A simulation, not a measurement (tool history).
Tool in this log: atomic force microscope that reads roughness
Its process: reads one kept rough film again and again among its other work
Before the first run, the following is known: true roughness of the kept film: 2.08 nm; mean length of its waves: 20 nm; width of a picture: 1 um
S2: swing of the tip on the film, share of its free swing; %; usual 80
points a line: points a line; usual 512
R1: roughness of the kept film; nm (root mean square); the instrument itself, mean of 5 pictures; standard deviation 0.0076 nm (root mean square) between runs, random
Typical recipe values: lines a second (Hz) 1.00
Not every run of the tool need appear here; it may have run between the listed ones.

Run 1, hour 0.0: usual settings. Result: R1 1.621 nm (root mean square).
Run 2, hour 23.3: usual settings but lines a second (Hz) 0.65. Result: R1 1.485 nm (root mean square).
Run 3, hour 36.7: usual settings but lines a second (Hz) 0.65. Result: R1 1.402 nm (root mean square).
Run 4, hour 53.4: usual settings but lines a second (Hz) 0.65. Result: R1 1.293 nm (root mean square).
Run 5, hour 80.6: usual settings but lines a second (Hz) 0.65. Result: R1 1.169 nm (root mean square).
Run 6, hour 105.9: usual settings. Result: R1 1.054 nm (root mean square).
At hour 117.6: new tip fitted.
Run 7, hour 133.4: usual settings but S2 78 %. Result: R1 1.512 nm (root mean square).
Run 8, hour 147.9: usual settings but points a line 402. Result: R1 1.409 nm (root mean square).
Run 9, hour 162.1: usual settings but points a line 402. Result: R1 1.320 nm (root mean square).
Run 10, hour 191.0: usual settings but points a line 402. Result: R1 1.186 nm (root mean square).
Run 11, hour 215.3: usual settings but lines a second (Hz) 0.90, points a line 327. Result: R1 1.075 nm (root mean square).
At hour 236.0: new tip fitted.
Run 12, hour 240.1: usual settings but S2 68 %. Result: R1 1.646 nm (root mean square).
Run 13, hour 268.6: usual settings but S2 68 %. Result: R1 1.433 nm (root mean square).
Run 14, hour 296.1: usual settings but S2 68 %. Result: R1 1.250 nm (root mean square).
Run 15, hour 318.2: usual settings but lines a second (Hz) 0.51, S2 73 %, points a line 564. Result: R1 1.168 nm (root mean square).
Run 16, hour 332.4: usual settings but lines a second (Hz) 0.51, S2 73 %, points a line 564. Result: R1 1.112 nm (root mean square).

Here are 4 independent what-if runs from the current tool condition. What would each one return?
Run A, hour 351.4: usual settings but lines a second (Hz) 1.25, S2 73 %, points a line 564. Result: R1 ?.
Run B, hour 351.4: usual settings but lines a second (Hz) 0.77, points a line 800. Result: R1 ?.
Run C, hour 351.4: usual settings but lines a second (Hz) 0.53, points a line 1002. Result: R1 ?.
Run D, hour 351.4: usual settings but lines a second (Hz) 0.51, S2 75 %, points a line 564. Result: R1 ?.

run     R1
  A  1.019
  B  1.025
  C  1.038
  D  1.028
Had the tool no hidden state, the same runs would have come out as:
run     R1
  A  1.649
  B  1.660
  C  1.679
  D  1.667

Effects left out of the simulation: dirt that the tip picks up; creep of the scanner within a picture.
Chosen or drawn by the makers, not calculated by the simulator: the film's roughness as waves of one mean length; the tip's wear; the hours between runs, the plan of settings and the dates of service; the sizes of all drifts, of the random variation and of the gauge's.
